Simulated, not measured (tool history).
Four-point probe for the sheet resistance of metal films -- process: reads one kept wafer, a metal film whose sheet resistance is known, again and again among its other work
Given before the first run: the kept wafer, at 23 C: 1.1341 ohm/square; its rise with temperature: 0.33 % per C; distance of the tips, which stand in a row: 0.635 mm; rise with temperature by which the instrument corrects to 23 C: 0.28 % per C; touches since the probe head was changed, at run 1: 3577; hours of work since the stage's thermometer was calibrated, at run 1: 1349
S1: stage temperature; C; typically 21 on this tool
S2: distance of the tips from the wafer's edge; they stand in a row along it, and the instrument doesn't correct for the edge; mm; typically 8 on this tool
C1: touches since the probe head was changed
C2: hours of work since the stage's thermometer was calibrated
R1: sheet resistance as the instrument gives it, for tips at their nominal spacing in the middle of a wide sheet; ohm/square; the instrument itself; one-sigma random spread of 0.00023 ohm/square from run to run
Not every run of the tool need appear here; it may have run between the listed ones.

| run | hour | S1 | S2 | C1 | C2 | R1 |
|---|---|---|---|---|---|---|
| 1 | 0 | 21 | 8 | 3577 | 1349 | 1.130381 |
| 2 | 24.2 | 21 | 8 | 4076 | 1360 | 1.130935 |
| 3 | 55.2 | 19 | 8 | 4715 | 1374 | 1.129627 |
| 4 | 75.5 | 18 | 8 | 5132 | 1383 | 1.128323 |
| 5 | 100 | 19 | 8 | 5637 | 1394 | 1.129443 |
| 6 | 128.7 | 19 | 8 | 6228 | 1407 | 1.129206 |
| 7 | 145.4 | 19 | 8 | 6572 | 1414 | 1.129159 |
| 8 | 160.1 | 21 | 8 | 6876 | 1421 | 1.130456 |
| 9 | 183.8 | 21 | 8 | 7364 | 1431 | 1.130122 |
| 10 | 218.3 | 21 | 8 | 8074 | 1447 | 1.130517 |
| 11 | 243 | 21 | 10 | 8582 | 1458 | 1.128837 |
| 12 | 259.2 | 27 | 8 | 8917 | 1465 | 1.134497 |
| 13 | 284.6 | 29 | 8 | 9439 | 1476 | 1.135716 |
| 14 | 310.4 | 21 | 8 | 9972 | 1488 | 1.130245 |
| 15 | 336.5 | 21 | 8 | 10508 | 1499 | 1.130759 |
| 16 | 370.6 | 30 | 8 | 11212 | 1515 | 1.136018 |
| 17 | 390 | 30 | 8 | 11611 | 1523 | 1.136062 |
| 18 | 412.7 | 30 | 8 | 12078 | 1533 | 1.136245 |
| 19 | 440.5 | 21 | 3 | 12652 | 1546 | 1.152932 |
| 20 | 466.8 | 21 | 3 | 13194 | 1557 | 1.152365 |
| 21 | 481.7 | 21 | 7 | 13499 | 1564 | 1.131739 |
| 22 | 517.5 | 28 | 8 | 14236 | 1580 | 1.134657 |
| 23 | 543.4 | 24 | 18 | 14771 | 1592 | 1.128923 |
| 24 | 564.7 | 25 | 11 | 15209 | 1601 | 1.131097 |
| 25 | 592.3 | 24 | 11 | 15779 | 1613 | 1.129384 |

For run 26, what comes out?
| 26 | 619.9 | 19 | 14 | 16347 | 1626 | ? |

{"run 26": {"R1": 1.125991}}
Had the tool carried no hidden state, the very same run would have given R1 1.132645 ohm/square.
